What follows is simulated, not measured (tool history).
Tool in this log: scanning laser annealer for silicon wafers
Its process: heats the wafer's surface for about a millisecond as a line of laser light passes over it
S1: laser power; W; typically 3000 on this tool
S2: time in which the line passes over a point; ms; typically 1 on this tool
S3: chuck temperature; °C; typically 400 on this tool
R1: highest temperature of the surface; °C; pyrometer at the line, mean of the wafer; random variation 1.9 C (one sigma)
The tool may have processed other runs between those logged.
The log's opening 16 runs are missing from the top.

Run 17, hour 197: usual settings but S1 3174 W. Result: R1 1168 °C.
Run 18, hour 213.1: usual settings. Result: R1 1120 °C.
Run 19, hour 226.2: usual settings. Result: R1 1115 °C.
Run 20, hour 238.2: usual settings. Result: R1 1116 °C.
Run 21, hour 250.3: usual settings. Result: R1 1113 °C.
Run 22, hour 264.8: usual settings but S1 3089 W, S3 393 °C. Result: R1 1128 °C.
Run 23, hour 277.3: usual settings but S1 2997 W, S2 0.8 ms, S3 393 °C. Result: R1 1020 °C.
Run 24, hour 288.1: usual settings but S1 2633 W, S2 0.86 ms, S3 397 °C. Result: R1 956 °C.
At hour 294.7: optics aligned, line set to its width.
Run 25, hour 303.1: usual settings but S1 2633 W, S2 0.86 ms, S3 397 °C. Result: R1 957 °C.
Run 26, hour 312.6: usual settings but S1 2642 W, S3 433 °C. Result: R1 1048 °C.
Run 27, hour 323: usual settings but S1 3077 W. Result: R1 1128 °C.
Run 28, hour 335.6: usual settings but S1 2896 W, S2 0.97 ms, S3 439 °C. Result: R1 1107 °C.
Run 29, hour 346.7: usual settings but S1 2728 W, S2 0.77 ms. Result: R1 946 °C.
At hour 358.1: optics aligned, line set to its width, once more.
Run 30, hour 360.9: usual settings but S1 2728 W, S2 0.77 ms. Result: R1 953 °C.
Run 31, hour 375.6: usual settings but S1 3287 W, S2 1.2 ms. Result: R1 1278 °C.
Run 32, hour 388: usual settings but S1 3287 W, S2 1.2 ms. Result: R1 1275 °C.
Run 33, hour 397.3: usual settings but S1 3287 W, S2 1.2 ms. Result: R1 1272 °C.
Run 34, hour 411.6: usual settings but S1 3287 W, S2 1.2 ms. Result: R1 1274 °C.
Run 35, hour 419.5: usual settings but S1 2976 W, S2 0.8 ms. Result: R1 1020 °C.
Run 36, hour 435.6: usual settings but S1 2976 W, S2 0.8 ms. Result: R1 1018 °C.
Run 37, hour 449.3: usual settings but S1 2976 W, S2 0.8 ms. Result: R1 1019 °C.
Run 38, hour 462.3: usual settings but S1 2976 W, S2 0.73 ms, S3 415 °C. Result: R1 1003 °C.
Run 39, hour 471.7: usual settings but S1 2976 W, S2 0.98 ms, S3 434 °C. Result: R1 1121 °C.
Run 40, hour 481.4: usual settings but S1 2998 W. Result: R1 1101 °C.
Run 41, hour 490.8: usual settings but S1 3054 W, S2 0.79 ms, S3 426 °C. Result: R1 1057 °C.

4 options for the next run, each taken on its own from the tool as it stands now. Forecast them:
Run A, hour 502.9: usual settings but S1 3197 W, S2 0.77 ms, S3 397 °C. Result: R1 ?.
Run B, hour 502.9: usual settings but S1 2732 W, S2 1.02 ms. Result: R1 ?.
Run C, hour 502.9: usual settings but S1 3184 W, S2 0.79 ms, S3 426 °C. Result: R1 ?.
Run D, hour 502.9: usual settings but S1 3084 W, S2 0.79 ms, S3 436 °C. Result: R1 ?.

run    R1
  A  1048
  B  1038
  C  1088
  D  1070
With the hidden condition removed and each run's random variation left untouched, the same runs would have given:
run    R1
  A  1083
  B  1072
  C  1123
  D  1104
